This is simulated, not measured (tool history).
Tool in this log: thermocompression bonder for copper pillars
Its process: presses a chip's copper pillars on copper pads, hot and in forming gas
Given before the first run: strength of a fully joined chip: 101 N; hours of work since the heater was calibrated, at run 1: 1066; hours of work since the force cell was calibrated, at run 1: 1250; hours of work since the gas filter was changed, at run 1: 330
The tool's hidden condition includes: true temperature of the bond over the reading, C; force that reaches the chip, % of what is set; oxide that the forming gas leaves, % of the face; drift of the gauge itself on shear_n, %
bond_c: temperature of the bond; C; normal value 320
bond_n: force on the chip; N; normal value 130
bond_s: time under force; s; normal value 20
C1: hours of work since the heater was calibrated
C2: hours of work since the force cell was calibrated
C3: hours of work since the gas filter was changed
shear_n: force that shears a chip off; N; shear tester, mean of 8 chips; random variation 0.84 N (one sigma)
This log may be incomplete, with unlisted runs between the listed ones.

Run 1, day 0: usual settings; C1 1066; C2 1250; C3 330. Result: shear_n 58.5 N.
Run 2, day 1.317: usual settings; C1 1084; C2 1268; C3 349. Result: shear_n 56.9 N.
At day 1.883: force cell calibrated.
Run 3, day 3.117: usual settings but bond_c 328 C; C1 1109; C2 17; C3 373. Result: shear_n 64.7 N.
Run 4, day 4.5: usual settings but bond_n 86 N; C1 1128; C2 37; C3 392. Result: shear_n 46.4 N.
Run 5, day 6.025: usual settings but bond_n 86 N; C1 1150; C2 58; C3 414. Result: shear_n 45.2 N.
At day 7.229: forming gas filter changed.
Run 6, day 7.321: usual settings; C1 1168; C2 76; C3 1. Result: shear_n 62.7 N.
Run 7, day 8.492: usual settings; C1 1184; C2 92; C3 18. Result: shear_n 60.8 N.
Run 8, day 10.283: usual settings; C1 1209; C2 117; C3 43. Result: shear_n 62.1 N.
Run 9, day 12.017: usual settings; C1 1233; C2 142; C3 67. Result: shear_n 59.8 N.
Run 10, day 13.388: usual settings but bond_c 292 C; C1 1253; C2 161; C3 86. Result: shear_n 42.5 N.
Run 11, day 14.608: usual settings; C1 1270; C2 178; C3 103. Result: shear_n 60.4 N.
Run 12, day 16.425: usual settings; C1 1295; C2 204; C3 129. Result: shear_n 59.1 N.
Run 13, day 18.108: usual settings; C1 1319; C2 227; C3 153. Result: shear_n 60.3 N.
Run 14, day 19.75: usual settings but bond_c 341 C; C1 1342; C2 250; C3 176. Result: shear_n 71.6 N.
Run 15, day 20.871: usual settings but bond_c 341 C; C1 1358; C2 266; C3 191. Result: shear_n 71.3 N.
Run 16, day 22.829: usual settings but bond_c 341 C; C1 1385; C2 293; C3 219. Result: shear_n 71.6 N.
Run 17, day 23.742: usual settings but bond_s 10 s; C1 1398; C2 306; C3 232. Result: shear_n 46.2 N.
Run 18, day 25.279: usual settings but bond_c 296 C, bond_n 89 N; C1 1419; C2 328; C3 253. Result: shear_n 33.9 N.
Run 19, day 26.158: usual settings but bond_c 327 C, bond_n 98 N, bond_s 29 s; C1 1432; C2 340; C3 265. Result: shear_n 58.9 N.
At day 27.588: heater calibrated with a thermocouple chip.
Run 20, day 27.604: usual settings but bond_c 343 C, bond_s 55 s; C1 0; C2 359; C3 285. Result: shear_n 88.3 N.
Run 21, day 28.792: usual settings but bond_c 349 C, bond_n 189 N, bond_s 26 s; C1 17; C2 376; C3 301. Result: shear_n 89.3 N.
Run 22, day 30.008: usual settings but bond_c 303 C, bond_s 31 s; C1 34; C2 393; C3 318. Result: shear_n 62 N.
Run 23, day 31.483: usual settings but bond_c 341 C, bond_n 95 N, bond_s 34 s; C1 55; C2 414; C3 339. Result: shear_n 73.6 N.
Run 24, day 32.442: usual settings but bond_c 347 C, bond_n 95 N, bond_s 22 s; C1 68; C2 427; C3 352. Result: shear_n 69 N.
Run 25, day 34.142: usual settings but bond_c 330 C, bond_n 80 N, bond_s 22 s; C1 92; C2 451; C3 376. Result: shear_n 54.9 N.
Run 26, day 35.362: usual settings but bond_c 291 C, bond_n 80 N, bond_s 22 s; C1 109; C2 468; C3 393. Result: shear_n 34.8 N.
Run 27, day 37.008: usual settings but bond_c 349 C; C1 132; C2 491; C3 416. Result: shear_n 77.7 N.
At day 38.029: forming gas filter changed.
Run 28, day 38.625: usual settings but bond_c 335 C, bond_n 114 N; C1 154; C2 513; C3 8. Result: shear_n 70.2 N.
Run 29, day 39.638: usual settings but bond_c 318 C, bond_n 103 N, bond_s 11 s; C1 169; C2 528; C3 23. Result: shear_n 46.9 N.
Run 30, day 40.871: usual settings but bond_n 90 N, bond_s 50 s; C1 186; C2 545; C3 40. Result: shear_n 69.9 N.

Below, some changes in shear_n between adjacent runs. For each, the amount present without the hidden state too (settings, incoming material, random variation) and the amount remaining for the hidden state with gauge scatter not shared by both compared results:
Run 19 -> 20: bond_c 327 -> 343, bond_n 98 -> 130, bond_s 29 -> 55, heater calibrated with a thermocouple chip. shear_n +29.4 N: hidden state +6.2, all else +23.2.
Run 21 -> 22: bond_c 349 -> 303, bond_n 189 -> 130, bond_s 26 -> 31. shear_n -27.3 N: hidden state -0.1, all else -27.2.
Run 26 -> 27: bond_c 291 -> 349, bond_n 80 -> 130, bond_s 22 -> 20. shear_n +42.9 N: hidden state -2.3, all else +45.2.
Run 27 -> 28: bond_c 349 -> 335, bond_n 130 -> 114, forming gas filter changed. shear_n -7.5 N: hidden state +3.3, all else -10.8.
